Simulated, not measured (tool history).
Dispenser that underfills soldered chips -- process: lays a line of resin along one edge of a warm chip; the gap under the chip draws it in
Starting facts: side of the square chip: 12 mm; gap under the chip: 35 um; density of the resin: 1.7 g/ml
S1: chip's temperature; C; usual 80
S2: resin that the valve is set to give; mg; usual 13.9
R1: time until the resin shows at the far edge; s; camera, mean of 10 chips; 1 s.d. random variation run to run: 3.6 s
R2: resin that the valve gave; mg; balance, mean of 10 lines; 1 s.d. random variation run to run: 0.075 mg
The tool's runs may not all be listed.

Run 1, hour 0.0: usual settings. Result: R1 479.1 s, R2 13.89 mg.
Run 2, hour 7.3: usual settings but S1 93 C. Result: R1 294.3 s, R2 13.96 mg.
At hour 8.4: new syringe of resin.
At hour 17.6: new syringe of resin.
Run 3, hour 17.6: usual settings but S1 72 C. Result: R1 686.9 s, R2 13.82 mg.
At hour 27.1: new syringe of resin.
Run 4, hour 27.1: usual settings but S2 16.6 mg. Result: R1 435.9 s, R2 16.21 mg.
At hour 36.6: new syringe of resin.
Run 5, hour 43.1: usual settings but S2 16.6 mg. Result: R1 517.9 s, R2 16.18 mg.
At hour 45.9: new syringe of resin.
Run 6, hour 54.6: usual settings but S2 16.6 mg. Result: R1 559.6 s, R2 16.16 mg.
At hour 56.4: new syringe of resin.
At hour 65.7: new syringe of resin.
Run 7, hour 66.7: usual settings but S2 16.6 mg. Result: R1 458.1 s, R2 16.04 mg.
At hour 75.7: new syringe of resin.
Run 8, hour 78.1: usual settings. Result: R1 489.2 s, R2 13.39 mg.
At hour 84.8: new syringe of resin.
At hour 94.2: new syringe of resin.
Run 9, hour 95.0: usual settings. Result: R1 470.2 s, R2 13.38 mg.
Run 10, hour 102.7: usual settings but S1 70 C. Result: R1 1001.0 s, R2 13.18 mg.
At hour 104.4: new syringe of resin.
At hour 113.9: new syringe of resin.
Run 11, hour 119.2: usual settings but S1 70 C. Result: R1 924.6 s, R2 13.13 mg.
At hour 123.3: new syringe of resin.
At hour 127.2: dispensing valve cleaned and set on the balance.
At hour 128.2: stage's temperature calibrated.
Run 12, hour 129.1: usual settings but S1 70 C. Result: R1 669.9 s, R2 13.82 mg.
At hour 135.2: new syringe of resin.
At hour 144.6: new syringe of resin.
Run 13, hour 144.6: usual settings but S1 70 C, S2 15.7 mg. Result: R1 605.4 s, R2 15.48 mg.
At hour 154.2: new syringe of resin.
Run 14, hour 156.8: usual settings but S2 16.2 mg. Result: R1 388.6 s, R2 15.84 mg.
At hour 163.6: new syringe of resin.
At hour 173.4: new syringe of resin.
Run 15, hour 174.0: usual settings but S2 16.2 mg. Result: R1 356.7 s, R2 15.85 mg.
At hour 183.0: new syringe of resin.
Run 16, hour 183.5: usual settings but S2 16.2 mg. Result: R1 353.6 s, R2 15.75 mg.
At hour 192.5: new syringe of resin.
Run 17, hour 192.6: usual settings but S2 16.2 mg. Result: R1 360.2 s, R2 15.83 mg.
At hour 201.8: new syringe of resin.
Run 18, hour 201.8: usual settings but S1 68 C. Result: R1 692.6 s, R2 13.42 mg.
At hour 211.4: new syringe of resin.
Run 19, hour 217.7: usual settings but S1 82 C, S2 14.3 mg. Result: R1 394.4 s, R2 13.86 mg.
At hour 220.7: new syringe of resin.
At hour 230.4: new syringe of resin.
Run 20, hour 232.4: usual settings but S1 82 C, S2 14.3 mg. Result: R1 359.3 s, R2 13.53 mg.
At hour 239.6: new syringe of resin.
Run 21, hour 243.8: usual settings but S1 72 C, S2 15.1 mg. Result: R1 623.6 s, R2 14.28 mg.
At hour 249.6: new syringe of resin.
Run 22, hour 252.7: usual settings but S1 72 C, S2 15.1 mg. Result: R1 617.0 s, R2 14.19 mg.
At hour 256.1: dispensing valve cleaned and set on the balance.
At hour 260.1: new syringe of resin.
At hour 269.5: new syringe of resin.
Run 23, hour 269.5: usual settings but S1 76 C, S2 15.1 mg. Result: R1 455.1 s, R2 15.21 mg.
At hour 279.2: new syringe of resin.
Run 24, hour 281.3: usual settings but S1 81 C, S2 13.2 mg. Result: R1 380.2 s, R2 13.07 mg.
At hour 288.8: new syringe of resin.
Run 25, hour 293.0: usual settings but S1 81 C, S2 13.2 mg. Result: R1 392.3 s, R2 13.11 mg.
At hour 298.3: new syringe of resin.
At hour 308.0: new syringe of resin.
Run 26, hour 308.0: usual settings but S1 81 C, S2 13.2 mg. Result: R1 356.7 s, R2 12.94 mg.
At hour 317.8: new syringe of resin.
Run 27, hour 318.0: usual settings but S1 91 C, S2 14.1 mg. Result: R1 219.4 s, R2 13.63 mg.
At hour 327.6: new syringe of resin.
Run 28, hour 334.0: usual settings but S1 91 C, S2 14.1 mg. Result: R1 253.5 s, R2 13.53 mg.
At hour 337.5: new syringe of resin.
At hour 346.7: new syringe of resin.
Run 29, hour 348.3: usual settings but S1 91 C, S2 18.0 mg. Result: R1 227.6 s, R2 17.29 mg.
At hour 356.8: new syringe of resin.
Run 30, hour 358.7: usual settings but S1 72 C, S2 13.0 mg. Result: R1 633.9 s, R2 12.50 mg.
At hour 366.4: new syringe of resin.
Run 31, hour 367.7: usual settings but S1 72 C, S2 13.0 mg. Result: R1 618.3 s, R2 12.46 mg.
At hour 376.3: new syringe of resin.
Run 32, hour 380.6: usual settings but S1 70 C, S2 17.2 mg. Result: R1 737.9 s, R2 16.37 mg.
At hour 383.7: dispensing valve cleaned and set on the balance.
At hour 386.9: new syringe of resin.
At hour 396.6: new syringe of resin.
Run 33, hour 398.7: usual settings but S1 94 C, S2 16.0 mg. Result: R1 202.8 s, R2 15.97 mg.
At hour 405.8: new syringe of resin.
At hour 415.0: new syringe of resin.
Run 34, hour 415.0: usual settings but S1 68 C, S2 15.3 mg. Result: R1 773.6 s, R2 15.13 mg.

Per-run results on a tool with no hidden state, each run keeping its own random variation:
Hidden conditions of the tool in this case: resin's viscosity, % of fresh resin's; dose that the valve gives, % of what is set; true chip temperature over the reading, C; drift of the gauge itself on fill_s, %; drift of the gauge itself on given_mg, %.
run     R1     R2
  1  366.9  13.91
  2  188.5  14.03
  3  547.4  13.96
  4  355.5  16.43
  5  356.7  16.51
  6  354.7  16.58
  7  353.7  16.55
  8  363.5  13.87
  9  358.0  13.96
 10  611.0  13.81
 11  617.9  13.86
 12  611.9  13.86
 13  605.3  15.63
 14  359.9  16.08
 15  348.4  16.21
 16  349.5  16.18
 17  352.9  16.32
 18  681.7  13.89
 19  325.5  14.45
 20  323.9  14.20
 21  536.8  15.06
 22  547.1  15.02
 23  436.8  15.23
 24  344.0  13.16
 25  341.6  13.26
 26  336.4  13.19
 27  206.9  13.96
 28  205.2  13.95
 29  204.6  17.95
 30  552.8  13.04
 31  558.9  13.05
 32  603.8  17.23
 33  178.7  16.05
 34  692.4  15.32
